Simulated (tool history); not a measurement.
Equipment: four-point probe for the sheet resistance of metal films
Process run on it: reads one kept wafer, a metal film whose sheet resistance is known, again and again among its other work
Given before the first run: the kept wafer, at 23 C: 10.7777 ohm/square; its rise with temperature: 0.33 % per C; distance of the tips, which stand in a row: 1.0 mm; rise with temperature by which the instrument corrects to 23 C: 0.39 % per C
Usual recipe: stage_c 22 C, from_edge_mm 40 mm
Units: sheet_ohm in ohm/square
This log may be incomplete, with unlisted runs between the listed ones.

{"run": 1, "day": 0.0, "stage_c": 22, "from_edge_mm": 40, "sheet_ohm": 10.790004}
{"run": 2, "day": 2.075, "stage_c": 18, "from_edge_mm": 40, "sheet_ohm": 10.816668}
{"run": 3, "day": 5.008, "stage_c": 22, "from_edge_mm": 40, "sheet_ohm": 10.790523}
{"run": 4, "day": 7.246, "stage_c": 28, "from_edge_mm": 40, "sheet_ohm": 10.752338}
{"run": 5, "day": 9.817, "stage_c": 22, "from_edge_mm": 23, "sheet_ohm": 10.798229}
{"run": 6, "day": 13.317, "stage_c": 22, "from_edge_mm": 23, "sheet_ohm": 10.804604}
{"run": 7, "day": 16.412, "stage_c": 30, "from_edge_mm": 40, "sheet_ohm": 10.741338}
{"run": 8, "day": 19.712, "stage_c": 30, "from_edge_mm": 40, "sheet_ohm": 10.74901}
{"run": 9, "day": 23.204, "stage_c": 30, "from_edge_mm": 40, "sheet_ohm": 10.744891}
{"run": 10, "day": 27.383, "stage_c": 30, "from_edge_mm": 40, "sheet_ohm": 10.755968}
{"run": 11, "day": 29.388, "stage_c": 30, "from_edge_mm": 40, "sheet_ohm": 10.752086}
{"run": 12, "day": 33.275, "stage_c": 30, "from_edge_mm": 40, "sheet_ohm": 10.750292}
{"run": 13, "day": 36.567, "stage_c": 30, "from_edge_mm": 40, "sheet_ohm": 10.759604}
{"run": 14, "day": 40.004, "stage_c": 30, "from_edge_mm": 40, "sheet_ohm": 10.757973}
{"run": 15, "day": 42.133, "stage_c": 32, "from_edge_mm": 40, "sheet_ohm": 10.745256}
{"run": 16, "day": 46.346, "stage_c": 22, "from_edge_mm": 40, "sheet_ohm": 10.81316}
{"run": 17, "day": 49.204, "stage_c": 22, "from_edge_mm": 40, "sheet_ohm": 10.813349}
{"run": 18, "day": 52.483, "stage_c": 31, "from_edge_mm": 40, "sheet_ohm": 10.759181}
{"run": 19, "day": 54.533, "stage_c": 22, "from_edge_mm": 26, "sheet_ohm": 10.828033}
{"run": 20, "day": 56.971, "stage_c": 22, "from_edge_mm": 26, "sheet_ohm": 10.823533}
{"run": 21, "day": 59.179, "stage_c": 22, "from_edge_mm": 32, "sheet_ohm": 10.823618}
{"run": 22, "day": 61.233, "stage_c": 30, "from_edge_mm": 6, "sheet_ohm": 10.922905}
{"run": 23, "day": 64.85, "stage_c": 22, "from_edge_mm": 20, "sheet_ohm": 10.838509}
{"run": 24, "day": 67.938, "stage_c": 21, "from_edge_mm": 7, "sheet_ohm": 10.948273}
{"run": 25, "day": 69.879, "stage_c": 24, "from_edge_mm": 21, "sheet_ohm": 10.828762}
{"run": 26, "day": 72.825, "stage_c": 23, "from_edge_mm": 6, "sheet_ohm": 10.983268}
{"run": 27, "day": 75.746, "stage_c": 28, "from_edge_mm": 59, "sheet_ohm": 10.789684}
{"run": 28, "day": 78.146, "stage_c": 25, "from_edge_mm": 40, "sheet_ohm": 10.814219}
{"run": 29, "day": 80.938, "stage_c": 25, "from_edge_mm": 4, "sheet_ohm": 11.164158}
{"run": 30, "day": 83.4, "stage_c": 22, "from_edge_mm": 61, "sheet_ohm": 10.83663}
{"run": 31, "day": 87.404, "stage_c": 25, "from_edge_mm": 5, "sheet_ohm": 11.045456}
{"run": 32, "day": 90.546, "stage_c": 25, "from_edge_mm": 5, "sheet_ohm": 11.045926}
{"run": 33, "day": 92.833, "stage_c": 25, "from_edge_mm": 5, "sheet_ohm": 11.047456}
{"run": 34, "day": 96.958, "stage_c": 25, "from_edge_mm": 5, "sheet_ohm": 11.051683}

Forecast run 35:
{"run": 35, "day": 100.15, "stage_c": 26, "from_edge_mm": 27, "sheet_ohm": "?"}

sheet_ohm: 10.824526 ohm/square
Without the tool's hidden state the same run would have given sheet_ohm 10.765325 ohm/square.
